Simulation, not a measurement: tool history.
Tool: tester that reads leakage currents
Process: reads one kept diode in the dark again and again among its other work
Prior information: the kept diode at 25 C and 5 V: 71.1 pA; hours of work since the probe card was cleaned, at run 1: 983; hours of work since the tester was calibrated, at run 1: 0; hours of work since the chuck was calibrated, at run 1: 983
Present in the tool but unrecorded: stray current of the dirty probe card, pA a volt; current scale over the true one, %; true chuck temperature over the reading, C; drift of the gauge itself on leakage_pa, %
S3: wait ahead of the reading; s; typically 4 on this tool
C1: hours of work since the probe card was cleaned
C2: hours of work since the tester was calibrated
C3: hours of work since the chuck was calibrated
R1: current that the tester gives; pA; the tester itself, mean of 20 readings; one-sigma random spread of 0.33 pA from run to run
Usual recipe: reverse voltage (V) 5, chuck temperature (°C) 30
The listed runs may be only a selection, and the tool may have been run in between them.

run 1 hour=0 | reverse_voltage_(V)=5 chuck_temperature_(°C)=30 S3=4 | C1=983 C2=0 C3=983 | R1=119.7
run 2 hour=110.8 | reverse_voltage_(V)=5 chuck_temperature_(°C)=30 S3=4 | C1=1064 C2=81 C3=1064 | R1=120.95
run 3 hour=233.2 | reverse_voltage_(V)=5 chuck_temperature_(°C)=30 S3=4 | C1=1153 C2=170 C3=1153 | R1=121.69
run 4 hour=468.2 | reverse_voltage_(V)=5 chuck_temperature_(°C)=36 S3=4 | C1=1324 C2=341 C3=1324 | R1=196.84
run 5 hour=574.1 | reverse_voltage_(V)=5 chuck_temperature_(°C)=36 S3=4 | C1=1401 C2=418 C3=1401 | R1=196.96
run 6 hour=794 | reverse_voltage_(V)=5 chuck_temperature_(°C)=36 S3=4 | C1=1561 C2=578 C3=1561 | R1=198.66
run 7 hour=918.9 | reverse_voltage_(V)=5 chuck_temperature_(°C)=36 S3=4 | C1=1652 C2=669 C3=1652 | R1=203.11
run 8 hour=1121.9 | reverse_voltage_(V)=5 chuck_temperature_(°C)=36 S3=4 | C1=1800 C2=817 C3=1800 | R1=203.15
run 9 hour=1231.6 | reverse_voltage_(V)=5 chuck_temperature_(°C)=36 S3=4 | C1=1879 C2=896 C3=1879 | R1=205.63
run 10 hour=1386.6 | reverse_voltage_(V)=5 chuck_temperature_(°C)=36 S3=4 | C1=1992 C2=1009 C3=1992 | R1=205.9
-- hour=1489.5 chuck's temperature calibrated
run 11 hour=1496 | reverse_voltage_(V)=5 chuck_temperature_(°C)=36 S3=4 | C1=2070 C2=1088 C3=5 | R1=190.5
-- hour=1514 probe card cleaned and baked
run 12 hour=1608 | reverse_voltage_(V)=5 chuck_temperature_(°C)=36 S3=4 | C1=68 C2=1167 C3=84 | R1=194.59
run 13 hour=1776.8 | reverse_voltage_(V)=5 chuck_temperature_(°C)=51 S3=4 | C1=191 C2=1290 C3=207 | R1=581.63
-- hour=1864.2 probe card cleaned and baked, once more
run 14 hour=1989.4 | reverse_voltage_(V)=5 chuck_temperature_(°C)=51 S3=4 | C1=91 C2=1442 C3=359 | R1=566.43
run 15 hour=2191.4 | reverse_voltage_(V)=5 chuck_temperature_(°C)=30 S3=4 | C1=238 C2=1589 C3=507 | R1=113.64
run 16 hour=2378.6 | reverse_voltage_(V)=1.42 chuck_temperature_(°C)=30 S3=1.14 | C1=374 C2=1726 C3=643 | R1=70.01
run 17 hour=2508.1 | reverse_voltage_(V)=1.42 chuck_temperature_(°C)=30 S3=1.14 | C1=469 C2=1820 C3=737 | R1=70.84
run 18 hour=2716.5 | reverse_voltage_(V)=18.36 chuck_temperature_(°C)=20 S3=0.42 | C1=620 C2=1972 C3=889 | R1=109.25
run 19 hour=2814.1 | reverse_voltage_(V)=8.31 chuck_temperature_(°C)=45 S3=4 | C1=691 C2=2043 C3=960 | R1=466.62
run 20 hour=2915 | reverse_voltage_(V)=10.92 chuck_temperature_(°C)=38 S3=3.87 | C1=765 C2=2116 C3=1033 | R1=308.5
run 21 hour=3123.6 | reverse_voltage_(V)=5 chuck_temperature_(°C)=30 S3=7.33 | C1=917 C2=2268 C3=1185 | R1=122.12
run 22 hour=3292.5 | reverse_voltage_(V)=1.88 chuck_temperature_(°C)=30 S3=4.14 | C1=1040 C2=2391 C3=1308 | R1=82.6
run 23 hour=3486.6 | reverse_voltage_(V)=1.88 chuck_temperature_(°C)=30 S3=4.14 | C1=1181 C2=2532 C3=1449 | R1=83.59
run 24 hour=3653.4 | reverse_voltage_(V)=3.49 chuck_temperature_(°C)=58 S3=3.52 | C1=1302 C2=2653 C3=1571 | R1=868.04
run 25 hour=3888.1 | reverse_voltage_(V)=3.49 chuck_temperature_(°C)=58 S3=3.52 | C1=1473 C2=2824 C3=1742 | R1=870.24
run 26 hour=4008.3 | reverse_voltage_(V)=3.49 chuck_temperature_(°C)=58 S3=3.52 | C1=1561 C2=2912 C3=1829 | R1=873.1
run 27 hour=4152.3 | reverse_voltage_(V)=4.02 chuck_temperature_(°C)=45 S3=6.36 | C1=1665 C2=3017 C3=1934 | R1=368.93
run 28 hour=4264.1 | reverse_voltage_(V)=4.02 chuck_temperature_(°C)=45 S3=6.36 | C1=1747 C2=3098 C3=2015 | R1=373.9
-- hour=4332.3 chuck's temperature calibrated
run 29 hour=4388.9 | reverse_voltage_(V)=2.76 chuck_temperature_(°C)=45 S3=0.85 | C1=1836 C2=3187 C3=41 | R1=292.78
run 30 hour=4548.8 | reverse_voltage_(V)=8.32 chuck_temperature_(°C)=24 S3=0.69 | C1=1953 C2=3304 C3=158 | R1=105.22

Pick out some run-to-run changes in R1. Of each, how much would a tool without hidden state show as well, from the settings, what came in and chance, and how much is left for the hidden state and any gauge scatter not in both results compared?
Run 14 -> 15: chuck temperature (°C) 51 -> 30. R1 -452.79 pA: hidden state -7.09, all else -445.7.
Run 23 -> 24: reverse voltage (V) 1.88 -> 3.49, chuck temperature (°C) 30 -> 58, S3 4.14 -> 3.52. R1 +784.45 pA: hidden state +59.96, all else +724.49.
Run 26 -> 27: reverse voltage (V) 3.49 -> 4.02, chuck temperature (°C) 58 -> 45, S3 3.52 -> 6.36. R1 -504.17 pA: hidden state -37.07, all else -467.1.
Run 28 -> 29: reverse voltage (V) 4.02 -> 2.76, S3 6.36 -> 0.85, chuck's temperature calibrated. R1 -81.12 pA: hidden state -35.09, all else -46.03.
